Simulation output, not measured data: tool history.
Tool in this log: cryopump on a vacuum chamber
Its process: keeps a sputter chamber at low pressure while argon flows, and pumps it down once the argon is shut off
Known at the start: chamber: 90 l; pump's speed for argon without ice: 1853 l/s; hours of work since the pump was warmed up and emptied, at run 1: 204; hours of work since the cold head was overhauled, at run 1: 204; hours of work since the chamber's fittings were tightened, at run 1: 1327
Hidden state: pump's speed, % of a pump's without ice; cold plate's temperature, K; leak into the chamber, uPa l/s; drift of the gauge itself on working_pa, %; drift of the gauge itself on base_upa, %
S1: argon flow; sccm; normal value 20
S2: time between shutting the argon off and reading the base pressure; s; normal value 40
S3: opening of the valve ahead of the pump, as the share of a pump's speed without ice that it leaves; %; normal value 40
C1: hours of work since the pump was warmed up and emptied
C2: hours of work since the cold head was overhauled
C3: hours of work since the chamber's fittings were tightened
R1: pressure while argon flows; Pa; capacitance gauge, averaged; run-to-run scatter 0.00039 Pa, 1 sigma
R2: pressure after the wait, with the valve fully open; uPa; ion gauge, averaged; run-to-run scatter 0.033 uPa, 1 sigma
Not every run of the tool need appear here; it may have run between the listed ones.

run   hour  S1   S2  S3   C1   C2    C3      R1    R2
  1    0.0  20   40  40  204  204  1327  0.0468  2.50
  2   24.5  20   40  40  214  214  1337  0.0465  2.57
  3   40.2  20   21  40  220  220  1343  0.0464  4.03
  4   61.0  20   21  40  229  229  1352  0.0464  3.94
  5   78.6  20   76  40  236  236  1359  0.0462  1.75
  6   96.4  20   40  40  243  243  1366  0.0463  2.48
  7  110.4  20   40  40  249  249  1372  0.0467  2.53
  8  132.6  20   40  40  258  258  1381  0.0464  2.51
  9  147.3  20   40  40  264  264  1387  0.0462  2.59
 10  164.5  17   81  18  271  271  1393  0.0868  1.80
 11  176.5  19   21  35  275  275  1398  0.0508  4.09
 12  189.2  19   21  35  281  281  1403  0.0508  3.89
 13  214.5  25  134  59  291  291  1414  0.0403  1.41
 14  237.9  22   36  40  300  300  1423  0.0511  2.83
 15  259.2  29   36  40  309  309  1432  0.0674  2.74
 16  272.2  29   36  29  314  314  1437  0.0928  2.72
 17  289.2  20   40  31  321  321  1444  0.0604  2.54
 18  302.7  20   40  31  326  326  1449  0.0602  2.54

Difference, measured minus no-hidden-state, one row per run. Run-to-run variation is common to both terms; the gauge's own scatter need not be:
run       R1     R2
  1  +0.0006  +0.74
  2  +0.0007  +0.76
  3  +0.0007  +0.77
  4  +0.0008  +0.74
  5  +0.0008  +0.77
  6  +0.0008  +0.76
  7  +0.0008  +0.78
  8  +0.0008  +0.77
  9  +0.0009  +0.80
 10  +0.0007  +0.81
 11  +0.0009  +0.80
 12  +0.0009  +0.77
 13  +0.0012  +0.80
 14  +0.0010  +0.83
 15  +0.0014  +0.81
 16  +0.0014  +0.80
 17  +0.0010  +0.82
 18  +0.0010  +0.81
